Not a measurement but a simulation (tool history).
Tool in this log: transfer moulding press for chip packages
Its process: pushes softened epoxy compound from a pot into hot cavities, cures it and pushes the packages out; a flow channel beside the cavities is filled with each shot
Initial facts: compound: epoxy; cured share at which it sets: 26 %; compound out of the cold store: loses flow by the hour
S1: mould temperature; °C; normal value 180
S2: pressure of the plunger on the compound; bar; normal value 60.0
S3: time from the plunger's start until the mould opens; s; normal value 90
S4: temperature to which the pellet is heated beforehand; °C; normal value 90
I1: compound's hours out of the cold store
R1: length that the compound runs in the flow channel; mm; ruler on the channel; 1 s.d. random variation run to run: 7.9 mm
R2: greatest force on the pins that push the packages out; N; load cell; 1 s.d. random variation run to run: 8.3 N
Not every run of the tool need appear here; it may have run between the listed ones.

Run 1, hour 0.0: usual settings; I1 37.1. Result: R1 825 mm, R2 537 N.
Run 2, hour 13.8: usual settings; I1 41.3. Result: R1 796 mm, R2 551 N.
Run 3, hour 23.0: usual settings; I1 25.9. Result: R1 864 mm, R2 569 N.
Run 4, hour 32.5: usual settings; I1 24.3. Result: R1 851 mm, R2 598 N.
Run 5, hour 42.8: usual settings; I1 30.9. Result: R1 835 mm, R2 587 N.
At hour 50.6: cavities cleaned with cleaning compound and waxed.
Run 6, hour 58.7: usual settings; I1 45.0. Result: R1 781 mm, R2 381 N.
Run 7, hour 69.3: usual settings; I1 47.8. Result: R1 766 mm, R2 431 N.
Run 8, hour 82.6: usual settings but S3 73 s; I1 20.4. Result: R1 870 mm, R2 639 N.
Run 9, hour 96.9: usual settings but S3 73 s; I1 30.8. Result: R1 825 mm, R2 709 N.
Run 10, hour 109.5: usual settings but S3 73 s; I1 43.2. Result: R1 788 mm, R2 709 N.
Run 11, hour 123.0: usual settings but S3 73 s; I1 24.3. Result: R1 855 mm, R2 766 N.
Run 12, hour 135.5: usual settings but S3 107 s; I1 33.9. Result: R1 808 mm, R2 539 N.
Run 13, hour 149.2: usual settings but S3 107 s; I1 40.5. Result: R1 795 mm, R2 532 N.
At hour 157.3: cavities cleaned with cleaning compound and waxed.
Run 14, hour 157.6: usual settings but S3 107 s; I1 11.2. Result: R1 892 mm, R2 325 N.
Run 15, hour 169.3: usual settings but S2 56.1 bar; I1 30.1. Result: R1 799 mm, R2 397 N.
Run 16, hour 184.3: usual settings but S1 177 °C, S2 70.1 bar, S3 91 s, S4 86 °C; I1 26.3. Result: R1 904 mm, R2 514 N.
Run 17, hour 199.5: usual settings but S1 177 °C, S2 70.1 bar, S3 91 s, S4 86 °C; I1 36.8. Result: R1 872 mm, R2 541 N.
Run 18, hour 207.0: usual settings but S1 177 °C, S2 70.1 bar, S3 91 s, S4 86 °C; I1 32.2. Result: R1 878 mm, R2 577 N.
Run 19, hour 222.2: usual settings but S2 59.2 bar; I1 20.6. Result: R1 833 mm, R2 552 N.
Run 20, hour 235.9: usual settings but S1 187 °C, S2 47.9 bar, S3 91 s, S4 92 °C; I1 14.5. Result: R1 744 mm, R2 495 N.
Run 21, hour 246.5: usual settings but S1 187 °C, S2 47.9 bar, S3 91 s, S4 92 °C; I1 13.5. Result: R1 753 mm, R2 528 N.
Run 22, hour 254.1: usual settings but S1 187 °C, S2 53.5 bar, S3 91 s, S4 100 °C; I1 35.6. Result: R1 723 mm, R2 531 N.
At hour 264.2: cavities cleaned with cleaning compound and waxed.
Run 23, hour 268.3: usual settings but S1 187 °C, S2 53.5 bar, S3 91 s, S4 100 °C; I1 12.3. Result: R1 796 mm, R2 329 N.
Run 24, hour 275.4: usual settings but S1 187 °C, S2 53.5 bar, S3 73 s, S4 100 °C; I1 13.1. Result: R1 801 mm, R2 394 N.

Run 25, settings as shown, results not yet in. Your forecast:
Run 25, hour 285.5: usual settings but S1 187 °C, S2 60.8 bar, S3 73 s, S4 99 °C; I1 44.9. Result: R1 ?, R2 ?.

R1: 744 mm
R2: 405 N
Minus the tool's unlogged condition, the same run would have read R1 784 mm, R2 328 N.
